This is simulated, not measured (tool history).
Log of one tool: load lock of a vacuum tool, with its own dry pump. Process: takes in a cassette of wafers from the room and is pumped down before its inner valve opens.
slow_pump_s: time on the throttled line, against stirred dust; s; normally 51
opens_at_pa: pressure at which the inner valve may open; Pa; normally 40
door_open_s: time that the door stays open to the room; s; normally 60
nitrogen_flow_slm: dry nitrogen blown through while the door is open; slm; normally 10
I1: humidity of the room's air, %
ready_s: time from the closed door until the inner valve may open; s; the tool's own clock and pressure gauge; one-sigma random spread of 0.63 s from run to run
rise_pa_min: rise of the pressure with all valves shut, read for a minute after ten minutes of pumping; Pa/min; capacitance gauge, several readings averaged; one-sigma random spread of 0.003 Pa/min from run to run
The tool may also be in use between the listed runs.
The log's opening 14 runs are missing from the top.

Run 15, hour 2698.9: usual settings but opens_at_pa 58 Pa; I1 46.6. Result: ready_s 88.7 s, rise_pa_min 0.036 Pa/min.
Run 16, hour 2910.7: usual settings but opens_at_pa 58 Pa; I1 40.0. Result: ready_s 89.3 s, rise_pa_min 0.036 Pa/min.
Run 17, hour 3128.7: usual settings but opens_at_pa 58 Pa; I1 45.3. Result: ready_s 89.7 s, rise_pa_min 0.041 Pa/min.
Run 18, hour 3253.0: usual settings but opens_at_pa 58 Pa; I1 42.9. Result: ready_s 88.7 s, rise_pa_min 0.039 Pa/min.
Run 19, hour 3431.5: usual settings; I1 46.0. Result: ready_s 91.5 s, rise_pa_min 0.039 Pa/min.
Run 20, hour 3646.3: usual settings but door_open_s 206 s, nitrogen_flow_slm 5 slm; I1 45.2. Result: ready_s 92.0 s, rise_pa_min 0.061 Pa/min.
Run 21, hour 3807.9: usual settings but opens_at_pa 56 Pa, door_open_s 206 s, nitrogen_flow_slm 5 slm; I1 42.0. Result: ready_s 90.0 s, rise_pa_min 0.056 Pa/min.
Run 22, hour 4042.5: usual settings but opens_at_pa 41 Pa, nitrogen_flow_slm 20 slm; I1 40.2. Result: ready_s 92.3 s, rise_pa_min 0.029 Pa/min.
Run 23, hour 4263.0: usual settings but opens_at_pa 65 Pa, door_open_s 121 s, nitrogen_flow_slm 6 slm; I1 46.6. Result: ready_s 89.3 s, rise_pa_min 0.050 Pa/min.
Run 24, hour 4370.3: usual settings but slow_pump_s 31 s, opens_at_pa 72 Pa, door_open_s 27 s, nitrogen_flow_slm 15 slm; I1 45.2. Result: ready_s 73.3 s, rise_pa_min 0.023 Pa/min.
Run 25, hour 4542.5: usual settings but slow_pump_s 31 s, opens_at_pa 72 Pa, door_open_s 27 s, nitrogen_flow_slm 15 slm; I1 45.1. Result: ready_s 72.3 s, rise_pa_min 0.022 Pa/min.
Run 26, hour 4772.5: usual settings but slow_pump_s 31 s, opens_at_pa 72 Pa, door_open_s 27 s, nitrogen_flow_slm 15 slm; I1 46.0. Result: ready_s 73.8 s, rise_pa_min 0.026 Pa/min.
Run 27, hour 4882.2: usual settings but slow_pump_s 31 s, opens_at_pa 72 Pa, door_open_s 27 s, nitrogen_flow_slm 15 slm; I1 43.3. Result: ready_s 72.9 s, rise_pa_min 0.026 Pa/min.
Run 28, hour 5101.8: usual settings but opens_at_pa 69 Pa; I1 48.0. Result: ready_s 88.4 s, rise_pa_min 0.037 Pa/min.
Run 29, hour 5334.4: usual settings but slow_pump_s 55 s, opens_at_pa 71 Pa; I1 45.3. Result: ready_s 91.2 s, rise_pa_min 0.039 Pa/min.
Run 30, hour 5464.1: usual settings but slow_pump_s 31 s, opens_at_pa 36 Pa, door_open_s 65 s, nitrogen_flow_slm 27 slm; I1 46.3. Result: ready_s 78.4 s, rise_pa_min 0.031 Pa/min.
Run 31, hour 5674.9: usual settings but slow_pump_s 31 s, opens_at_pa 36 Pa, door_open_s 65 s, nitrogen_flow_slm 27 slm; I1 44.6. Result: ready_s 77.2 s, rise_pa_min 0.027 Pa/min.
Run 32, hour 5891.6: usual settings but slow_pump_s 31 s, opens_at_pa 36 Pa, door_open_s 65 s, nitrogen_flow_slm 27 slm; I1 46.1. Result: ready_s 77.1 s, rise_pa_min 0.029 Pa/min.
Run 33, hour 6037.8: usual settings but slow_pump_s 59 s, door_open_s 195 s; I1 44.8. Result: ready_s 98.3 s, rise_pa_min 0.052 Pa/min.
Run 34, hour 6171.8: usual settings but opens_at_pa 55 Pa, nitrogen_flow_slm 14 slm; I1 47.3. Result: ready_s 89.6 s, rise_pa_min 0.039 Pa/min.
Run 35, hour 6400.9: usual settings but slow_pump_s 64 s, opens_at_pa 63 Pa, nitrogen_flow_slm 14 slm; I1 50.5. Result: ready_s 98.5 s, rise_pa_min 0.040 Pa/min.
Run 36, hour 6542.8: usual settings but nitrogen_flow_slm 6 slm; I1 49.1. Result: ready_s 91.5 s, rise_pa_min 0.042 Pa/min.
Run 37, hour 6713.9: usual settings but slow_pump_s 85 s, opens_at_pa 33 Pa, nitrogen_flow_slm 12 slm; I1 45.3. Result: ready_s 119.1 s, rise_pa_min 0.028 Pa/min.
Run 38, hour 6837.8: usual settings but slow_pump_s 85 s, opens_at_pa 33 Pa, nitrogen_flow_slm 12 slm; I1 47.6. Result: ready_s 116.8 s, rise_pa_min 0.038 Pa/min.

Below are 3 alternative next runs, each starting from the tool's condition after run 38. Predict each:
Run A, hour 6958.8: usual settings but nitrogen_flow_slm 38 slm; I1 47.0. Result: ready_s ?, rise_pa_min ?.
Run B, hour 6958.8: usual settings but slow_pump_s 59 s, opens_at_pa 65 Pa; I1 47.4. Result: ready_s ?, rise_pa_min ?.
Run C, hour 6958.8: usual settings but slow_pump_s 41 s, nitrogen_flow_slm 7 slm; I1 43.5. Result: ready_s ?, rise_pa_min ?.

run  ready_s  rise_pa_min
  A     93.0        0.020
  B     95.0        0.040
  C     84.5        0.036
Stripped of hidden state, with their random variation kept, the same runs would have yielded:
run  ready_s  rise_pa_min
  A     93.0        0.019
  B     95.0        0.040
  C     84.4        0.036

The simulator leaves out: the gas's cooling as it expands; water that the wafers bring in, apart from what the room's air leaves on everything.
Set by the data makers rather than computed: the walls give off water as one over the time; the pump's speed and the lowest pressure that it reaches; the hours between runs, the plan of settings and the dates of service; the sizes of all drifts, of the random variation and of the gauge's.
